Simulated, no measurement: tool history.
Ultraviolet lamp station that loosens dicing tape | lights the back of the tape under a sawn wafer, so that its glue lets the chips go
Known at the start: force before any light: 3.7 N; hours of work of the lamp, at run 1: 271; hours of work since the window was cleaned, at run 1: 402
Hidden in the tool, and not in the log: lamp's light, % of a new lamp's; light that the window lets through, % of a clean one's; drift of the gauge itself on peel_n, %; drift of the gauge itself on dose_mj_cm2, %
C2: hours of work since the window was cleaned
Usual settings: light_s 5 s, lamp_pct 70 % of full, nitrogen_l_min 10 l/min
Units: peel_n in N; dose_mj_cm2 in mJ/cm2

Run 1, hour 0.0: usual settings; hours of work of the lamp 271; C2 402. Result: peel_n 0.310 N, dose_mj_cm2 288 mJ/cm2.
Run 2, hour 33.8: usual settings; hours of work of the lamp 286; C2 417. Result: peel_n 0.322 N, dose_mj_cm2 287 mJ/cm2.
Run 3, hour 69.2: usual settings but lamp_pct 63 % of full; hours of work of the lamp 301; C2 432. Result: peel_n 0.368 N, dose_mj_cm2 255 mJ/cm2.
Run 4, hour 96.7: usual settings but light_s 9 s; hours of work of the lamp 314; C2 445. Result: peel_n 0.218 N, dose_mj_cm2 507 mJ/cm2.
Run 5, hour 144.7: usual settings; hours of work of the lamp 335; C2 466. Result: peel_n 0.322 N, dose_mj_cm2 277 mJ/cm2.
Run 6, hour 173.2: usual settings; hours of work of the lamp 348; C2 479. Result: peel_n 0.320 N, dose_mj_cm2 276 mJ/cm2.
Run 7, hour 212.0: usual settings; hours of work of the lamp 365; C2 496. Result: peel_n 0.341 N, dose_mj_cm2 275 mJ/cm2.
Run 8, hour 246.2: usual settings but nitrogen_l_min 12 l/min; hours of work of the lamp 380; C2 511. Result: peel_n 0.304 N, dose_mj_cm2 268 mJ/cm2.
At hour 251.0: window cleaned of glue's vapour.
Run 9, hour 287.3: usual settings but light_s 4 s; hours of work of the lamp 398; C2 16. Result: peel_n 0.381 N, dose_mj_cm2 241 mJ/cm2.
Run 10, hour 331.0: usual settings; hours of work of the lamp 418; C2 36. Result: peel_n 0.311 N, dose_mj_cm2 292 mJ/cm2.
Run 11, hour 376.7: usual settings; hours of work of the lamp 438; C2 56. Result: peel_n 0.305 N, dose_mj_cm2 289 mJ/cm2.
Run 12, hour 425.2: usual settings; hours of work of the lamp 459; C2 77. Result: peel_n 0.324 N, dose_mj_cm2 287 mJ/cm2.
Run 13, hour 455.6: usual settings; hours of work of the lamp 473; C2 91. Result: peel_n 0.310 N, dose_mj_cm2 285 mJ/cm2.
Run 14, hour 483.3: usual settings; hours of work of the lamp 485; C2 103. Result: peel_n 0.314 N, dose_mj_cm2 284 mJ/cm2.
Run 15, hour 532.5: usual settings; hours of work of the lamp 507; C2 125. Result: peel_n 0.320 N, dose_mj_cm2 276 mJ/cm2.
Run 16, hour 578.1: usual settings; hours of work of the lamp 527; C2 145. Result: peel_n 0.321 N, dose_mj_cm2 278 mJ/cm2.
Run 17, hour 626.0: usual settings; hours of work of the lamp 549; C2 167. Result: peel_n 0.345 N, dose_mj_cm2 271 mJ/cm2.
Run 18, hour 651.8: usual settings; hours of work of the lamp 560; C2 178. Result: peel_n 0.329 N, dose_mj_cm2 265 mJ/cm2.
Run 19, hour 699.8: usual settings; hours of work of the lamp 581; C2 199. Result: peel_n 0.339 N, dose_mj_cm2 263 mJ/cm2.
Run 20, hour 736.0: usual settings; hours of work of the lamp 598; C2 216. Result: peel_n 0.352 N, dose_mj_cm2 265 mJ/cm2.
Run 21, hour 775.4: usual settings; hours of work of the lamp 615; C2 233. Result: peel_n 0.354 N, dose_mj_cm2 258 mJ/cm2.
Run 22, hour 812.7: usual settings but light_s 2 s, lamp_pct 77 % of full, nitrogen_l_min 9 l/min; hours of work of the lamp 632; C2 250. Result: peel_n 1.150 N, dose_mj_cm2 115 mJ/cm2.
Run 23, hour 844.5: usual settings but light_s 2 s, lamp_pct 77 % of full, nitrogen_l_min 9 l/min; hours of work of the lamp 646; C2 264. Result: peel_n 1.140 N, dose_mj_cm2 111 mJ/cm2.
Run 24, hour 896.3: usual settings but light_s 2 s, lamp_pct 87 % of full, nitrogen_l_min 13 l/min; hours of work of the lamp 669; C2 287. Result: peel_n 0.874 N, dose_mj_cm2 123 mJ/cm2.
Run 25, hour 919.4: usual settings but light_s 9 s, lamp_pct 76 % of full; hours of work of the lamp 679; C2 297. Result: peel_n 0.219 N, dose_mj_cm2 485 mJ/cm2.
Run 26, hour 946.3: usual settings but light_s 4 s, lamp_pct 77 % of full, nitrogen_l_min 3 l/min; hours of work of the lamp 691; C2 309. Result: peel_n 0.886 N, dose_mj_cm2 220 mJ/cm2.
Run 27, hour 999.5: usual settings but light_s 4 s, lamp_pct 77 % of full, nitrogen_l_min 3 l/min; hours of work of the lamp 715; C2 333. Result: peel_n 0.946 N, dose_mj_cm2 213 mJ/cm2.
Run 28, hour 1049.9: usual settings but lamp_pct 94 % of full, nitrogen_l_min 20 l/min; hours of work of the lamp 737; C2 355. Result: peel_n 0.226 N, dose_mj_cm2 329 mJ/cm2.
Run 29, hour 1080.2: usual settings but light_s 8 s, lamp_pct 75 % of full, nitrogen_l_min 8 l/min; hours of work of the lamp 750; C2 369. Result: peel_n 0.244 N, dose_mj_cm2 408 mJ/cm2.
Run 30, hour 1102.2: usual settings but light_s 8 s, lamp_pct 75 % of full, nitrogen_l_min 8 l/min; hours of work of the lamp 760; C2 378. Result: peel_n 0.247 N, dose_mj_cm2 413 mJ/cm2.
Run 31, hour 1148.8: usual settings but light_s 8 s, lamp_pct 75 % of full, nitrogen_l_min 8 l/min; hours of work of the lamp 781; C2 399. Result: peel_n 0.235 N, dose_mj_cm2 405 mJ/cm2.
Run 32, hour 1181.9: usual settings but light_s 8 s, lamp_pct 75 % of full, nitrogen_l_min 6 l/min; hours of work of the lamp 796; C2 414. Result: peel_n 0.259 N, dose_mj_cm2 399 mJ/cm2.
Run 33, hour 1209.2: usual settings but light_s 7 s, lamp_pct 80 % of full, nitrogen_l_min 12 l/min; hours of work of the lamp 808; C2 426. Result: peel_n 0.228 N, dose_mj_cm2 368 mJ/cm2.
Run 34, hour 1251.0: usual settings but light_s 4 s, lamp_pct 91 % of full; hours of work of the lamp 826; C2 444. Result: peel_n 0.417 N, dose_mj_cm2 242 mJ/cm2.
Run 35, hour 1280.6: usual settings but light_s 4 s, lamp_pct 91 % of full, nitrogen_l_min 4 l/min; hours of work of the lamp 840; C2 458. Result: peel_n 0.681 N, dose_mj_cm2 236 mJ/cm2.
Run 36, hour 1302.8: usual settings but light_s 4 s, lamp_pct 91 % of full, nitrogen_l_min 4 l/min; hours of work of the lamp 849; C2 467. Result: peel_n 0.701 N, dose_mj_cm2 239 mJ/cm2.
Run 37, hour 1335.9: usual settings but nitrogen_l_min 14 l/min; hours of work of the lamp 864; C2 482. Result: peel_n 0.362 N, dose_mj_cm2 219 mJ/cm2.
Run 38, hour 1369.6: usual settings but light_s 7 s, lamp_pct 93 % of full, nitrogen_l_min 4 l/min; hours of work of the lamp 879; C2 497. Result: peel_n 0.322 N, dose_mj_cm2 408 mJ/cm2.
Run 39, hour 1400.6: usual settings but light_s 7 s, lamp_pct 93 % of full, nitrogen_l_min 11 l/min; hours of work of the lamp 893; C2 511. Result: peel_n 0.213 N, dose_mj_cm2 407 mJ/cm2.
At hour 1407.2: window cleaned of glue's vapour.
Run 40, hour 1441.0: usual settings but light_s 7 s, lamp_pct 84 % of full; hours of work of the lamp 911; C2 15. Result: peel_n 0.227 N, dose_mj_cm2 404 mJ/cm2.
Run 41, hour 1476.9: usual settings but light_s 7 s, lamp_pct 84 % of full; hours of work of the lamp 927; C2 31. Result: peel_n 0.227 N, dose_mj_cm2 398 mJ/cm2.
Run 42, hour 1528.5: usual settings but light_s 7 s, lamp_pct 84 % of full; hours of work of the lamp 949; C2 54. Result: peel_n 0.222 N, dose_mj_cm2 390 mJ/cm2.

3 ways to go on from here, each from the tool as it stands after run 42. What would each give?
Run A, hour 1567.8: usual settings but light_s 10 s; hours of work of the lamp 967; C2 71. Result: peel_n ?, dose_mj_cm2 ?.
Run B, hour 1567.8: usual settings but light_s 7 s, lamp_pct 99 % of full; hours of work of the lamp 967; C2 71. Result: peel_n ?, dose_mj_cm2 ?.
Run C, hour 1567.8: usual settings but light_s 7 s, lamp_pct 84 % of full, nitrogen_l_min 17 l/min; hours of work of the lamp 967; C2 71. Result: peel_n ?, dose_mj_cm2 ?.

run  peel_n  dose_mj_cm2
  A   0.216          461
  B   0.236          455
  C   0.211          386
Without the tool's hidden state the same runs would have given:
run  peel_n  dose_mj_cm2
  A   0.205          700
  B   0.223          690
  C   0.201          585

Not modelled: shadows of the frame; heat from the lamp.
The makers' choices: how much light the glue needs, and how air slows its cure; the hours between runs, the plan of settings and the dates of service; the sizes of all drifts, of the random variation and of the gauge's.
